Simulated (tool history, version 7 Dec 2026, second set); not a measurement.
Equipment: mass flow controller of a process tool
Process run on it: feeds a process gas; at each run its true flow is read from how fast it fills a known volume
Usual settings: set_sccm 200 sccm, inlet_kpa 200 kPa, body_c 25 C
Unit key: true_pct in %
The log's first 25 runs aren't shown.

Run 26, hour 4083.7: usual settings but set_sccm 64 sccm, inlet_kpa 157 kPa, body_c 32 C. Result: true_pct 103.85 %.
Run 27, hour 4275.7: usual settings but set_sccm 115 sccm, body_c 28 C. Result: true_pct 102.63 %.
Run 28, hour 4477.9: usual settings but set_sccm 115 sccm, inlet_kpa 188 kPa, body_c 22 C. Result: true_pct 103.10 %.
Run 29, hour 4577.9: usual settings but set_sccm 115 sccm, inlet_kpa 188 kPa, body_c 22 C. Result: true_pct 103.28 %.
Run 30, hour 4805.9: usual settings but set_sccm 115 sccm, inlet_kpa 188 kPa, body_c 22 C. Result: true_pct 103.38 %.
Run 31, hour 5009.3: usual settings but set_sccm 115 sccm, inlet_kpa 188 kPa, body_c 22 C. Result: true_pct 103.39 %.
Run 32, hour 5116.4: usual settings but set_sccm 115 sccm, inlet_kpa 188 kPa, body_c 22 C. Result: true_pct 103.50 %.
Run 33, hour 5339.2: usual settings but set_sccm 105 sccm, inlet_kpa 239 kPa, body_c 22 C. Result: true_pct 103.38 %.
Run 34, hour 5513.6: usual settings but set_sccm 205 sccm, inlet_kpa 239 kPa, body_c 33 C. Result: true_pct 101.63 %.
Run 35, hour 5691.3: usual settings but set_sccm 141 sccm, inlet_kpa 259 kPa, body_c 36 C. Result: true_pct 102.02 %.
Run 36, hour 5790.6: usual settings but set_sccm 372 sccm, body_c 35 C. Result: true_pct 101.56 %.
Run 37, hour 5959.0: usual settings but set_sccm 372 sccm, body_c 35 C. Result: true_pct 101.78 %.
Run 38, hour 6171.1: usual settings but set_sccm 372 sccm, inlet_kpa 193 kPa, body_c 35 C. Result: true_pct 101.85 %.
Run 39, hour 6265.3: usual settings but set_sccm 104 sccm, inlet_kpa 149 kPa, body_c 32 C. Result: true_pct 104.28 %.
Run 40, hour 6390.6: usual settings but set_sccm 129 sccm, inlet_kpa 149 kPa, body_c 28 C. Result: true_pct 103.85 %.
Run 41, hour 6517.0: usual settings but set_sccm 87 sccm, inlet_kpa 149 kPa, body_c 28 C. Result: true_pct 105.40 %.
Run 42, hour 6750.8: usual settings but set_sccm 300 sccm, inlet_kpa 219 kPa, body_c 26 C. Result: true_pct 102.39 %.
Run 43, hour 6922.6: usual settings but set_sccm 270 sccm, inlet_kpa 225 kPa, body_c 27 C. Result: true_pct 102.53 %.
Run 44, hour 7142.7: usual settings but set_sccm 270 sccm, inlet_kpa 225 kPa, body_c 27 C. Result: true_pct 102.56 %.
Run 45, hour 7345.9: usual settings but set_sccm 195 sccm, inlet_kpa 214 kPa, body_c 28 C. Result: true_pct 102.93 %.
Run 46, hour 7451.9: usual settings but set_sccm 56 sccm, inlet_kpa 151 kPa, body_c 26 C. Result: true_pct 108.24 %.

Forecast run 47:
Run 47, hour 7554.3: usual settings but inlet_kpa 220 kPa, body_c 28 C. Result: true_pct ?.

{"run 47": {"true_pct": 103.03}}
If the tool had no hidden condition, the same run with the same run-to-run variation would have returned true_pct 99.11 %.
